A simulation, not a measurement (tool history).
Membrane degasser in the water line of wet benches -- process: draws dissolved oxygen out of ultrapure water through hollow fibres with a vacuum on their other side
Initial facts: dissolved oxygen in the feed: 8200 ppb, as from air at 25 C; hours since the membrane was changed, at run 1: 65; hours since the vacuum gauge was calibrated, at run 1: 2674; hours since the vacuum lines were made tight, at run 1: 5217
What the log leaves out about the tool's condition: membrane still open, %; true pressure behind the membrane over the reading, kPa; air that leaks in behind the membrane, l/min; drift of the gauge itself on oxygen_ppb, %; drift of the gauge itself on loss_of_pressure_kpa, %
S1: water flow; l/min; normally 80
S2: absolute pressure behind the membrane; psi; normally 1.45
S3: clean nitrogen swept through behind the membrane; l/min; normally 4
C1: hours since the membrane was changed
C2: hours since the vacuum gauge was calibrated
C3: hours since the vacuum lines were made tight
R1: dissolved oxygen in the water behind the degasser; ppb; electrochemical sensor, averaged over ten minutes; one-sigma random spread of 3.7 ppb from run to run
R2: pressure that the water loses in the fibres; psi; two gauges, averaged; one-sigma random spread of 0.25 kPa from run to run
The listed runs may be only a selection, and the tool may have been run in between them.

{"run": 1, "hour": 0.0, "S1": 80, "S2": 1.45, "S3": 4, "C1": 65, "C2": 2674, "C3": 5217, "R1": 379.9, "R2": 9.503}
{"run": 2, "hour": 143.0, "S1": 80, "S2": 1.45, "S3": 4, "C1": 208, "C2": 2817, "C3": 5360, "R1": 378.2, "R2": 9.467}
{"run": 3, "hour": 372.5, "S1": 80, "S2": 1.45, "S3": 4, "C1": 437, "C2": 3046, "C3": 5590, "R1": 381.5, "R2": 9.516}
{"run": 4, "hour": 561.9, "S1": 80, "S2": 1.45, "S3": 4, "C1": 626, "C2": 3235, "C3": 5779, "R1": 373.9, "R2": 9.543}
{"run": 5, "hour": 691.3, "S1": 80, "S2": 1.91, "S3": 4, "C1": 756, "C2": 3365, "C3": 5909, "R1": 500.5, "R2": 9.571}
{"run": 6, "hour": 919.2, "S1": 103, "S2": 1.91, "S3": 4, "C1": 984, "C2": 3593, "C3": 6136, "R1": 704.6, "R2": 12.29}
{"run": 7, "hour": 1115.9, "S1": 103, "S2": 1.91, "S3": 4, "C1": 1181, "C2": 3789, "C3": 6333, "R1": 702.3, "R2": 12.325}
{"run": 8, "hour": 1347.3, "S1": 91, "S2": 1.45, "S3": 4, "C1": 1412, "C2": 4021, "C3": 6565, "R1": 460.8, "R2": 10.817}
{"run": 9, "hour": 1498.3, "S1": 63, "S2": 1.45, "S3": 4, "C1": 1563, "C2": 4172, "C3": 6716, "R1": 280.5, "R2": 7.498}
{"run": 10, "hour": 1652.7, "S1": 80, "S2": 1.45, "S3": 4, "C1": 1717, "C2": 4326, "C3": 6870, "R1": 388.4, "R2": 9.503}
{"run": 11, "hour": 1891.3, "S1": 80, "S2": 1.31, "S3": 4, "C1": 1956, "C2": 4565, "C3": 7109, "R1": 345.8, "R2": 9.597}
{"hour": 1904.2, "done": "vacuum gauge calibrated"}
{"run": 12, "hour": 1998.8, "S1": 80, "S2": 1.31, "S3": 4, "C1": 2063, "C2": 95, "C3": 7215, "R1": 343.5, "R2": 9.6}
{"run": 13, "hour": 2205.2, "S1": 80, "S2": 1.31, "S3": 4, "C1": 2269, "C2": 301, "C3": 7422, "R1": 346.4, "R2": 9.612}
{"run": 14, "hour": 2345.6, "S1": 80, "S2": 1.45, "S3": 1.65, "C1": 2410, "C2": 441, "C3": 7562, "R1": 703.9, "R2": 9.577}
{"hour": 2359.6, "done": "vacuum gauge calibrated, once more"}
{"run": 15, "hour": 2523.4, "S1": 80, "S2": 1.45, "S3": 4.91, "C1": 2587, "C2": 164, "C3": 7740, "R1": 321.2, "R2": 9.662}
{"run": 16, "hour": 2621.0, "S1": 80, "S2": 1.45, "S3": 4.91, "C1": 2685, "C2": 261, "C3": 7837, "R1": 332.6, "R2": 9.629}
{"run": 17, "hour": 2828.4, "S1": 75, "S2": 1.86, "S3": 3.17, "C1": 2892, "C2": 469, "C3": 8045, "R1": 543, "R2": 9.002}
{"hour": 2969.4, "done": "seals of the vacuum lines changed"}
{"run": 18, "hour": 3006.9, "S1": 113, "S2": 3.39, "S3": 3.84, "C1": 3068, "C2": 645, "C3": 38, "R1": 1301, "R2": 13.651}
{"run": 19, "hour": 3202.1, "S1": 62, "S2": 0.91, "S3": 2.76, "C1": 3264, "C2": 841, "C3": 233, "R1": 187.7, "R2": 7.516}
{"run": 20, "hour": 3382.8, "S1": 59, "S2": 1.52, "S3": 1.66, "C1": 3444, "C2": 1021, "C3": 413, "R1": 534.8, "R2": 7.094}
{"run": 21, "hour": 3525.8, "S1": 115, "S2": 2.57, "S3": 1.71, "C1": 3587, "C2": 1164, "C3": 556, "R1": 1637.4, "R2": 13.882}
{"run": 22, "hour": 3731.8, "S1": 107, "S2": 1.67, "S3": 9.46, "C1": 3793, "C2": 1370, "C3": 762, "R1": 415.4, "R2": 12.968}
{"run": 23, "hour": 3944.9, "S1": 100, "S2": 3.21, "S3": 2.87, "C1": 4006, "C2": 1583, "C3": 976, "R1": 1336.2, "R2": 12.153}
{"run": 24, "hour": 4105.5, "S1": 101, "S2": 2.42, "S3": 11.52, "C1": 4167, "C2": 1744, "C3": 1136, "R1": 446.8, "R2": 12.264}
{"run": 25, "hour": 4312.0, "S1": 80, "S2": 2.81, "S3": 2.75, "C1": 4374, "C2": 1950, "C3": 1343, "R1": 990.2, "R2": 9.716}
{"run": 26, "hour": 4479.7, "S1": 80, "S2": 2.81, "S3": 2.75, "C1": 4541, "C2": 2118, "C3": 1510, "R1": 991.5, "R2": 9.736}

Consider 5 possible next runs. They are alternatives, not a sequence: every one starts from the tool as it was left by run 26. What does each give?
{"run": "A", "hour": 4677.7, "S1": 60, "S2": 0.88, "S3": 3.3, "C1": 4739, "C2": 2316, "C3": 1708, "R1": "?", "R2": "?"}
{"run": "B", "hour": 4677.7, "S1": 80, "S2": 1.45, "S3": 4.31, "C1": 4739, "C2": 2316, "C3": 1708, "R1": "?", "R2": "?"}
{"run": "C", "hour": 4677.7, "S1": 58, "S2": 1.45, "S3": 4, "C1": 4739, "C2": 2316, "C3": 1708, "R1": "?", "R2": "?"}
{"run": "D", "hour": 4677.7, "S1": 80, "S2": 1.45, "S3": 1.93, "C1": 4739, "C2": 2316, "C3": 1708, "R1": "?", "R2": "?"}
{"run": "E", "hour": 4677.7, "S1": 111, "S2": 2.28, "S3": 1.68, "C1": 4739, "C2": 2316, "C3": 1708, "R1": "?", "R2": "?"}

run=A R1=154.1 R2=7.271
run=B R1=366.7 R2=9.678
run=C R1=251.9 R2=7.005
run=D R1=614.5 R2=9.739
run=E R1=1468.2 R2=13.496
Take away the tool's hidden state, keep each run's random variation, and the runs would have read:
run=A R1=145.8 R2=7.104
run=B R1=353.7 R2=9.456
run=C R1=244.8 R2=6.843
run=D R1=598.7 R2=9.514
run=E R1=1445.3 R2=13.187

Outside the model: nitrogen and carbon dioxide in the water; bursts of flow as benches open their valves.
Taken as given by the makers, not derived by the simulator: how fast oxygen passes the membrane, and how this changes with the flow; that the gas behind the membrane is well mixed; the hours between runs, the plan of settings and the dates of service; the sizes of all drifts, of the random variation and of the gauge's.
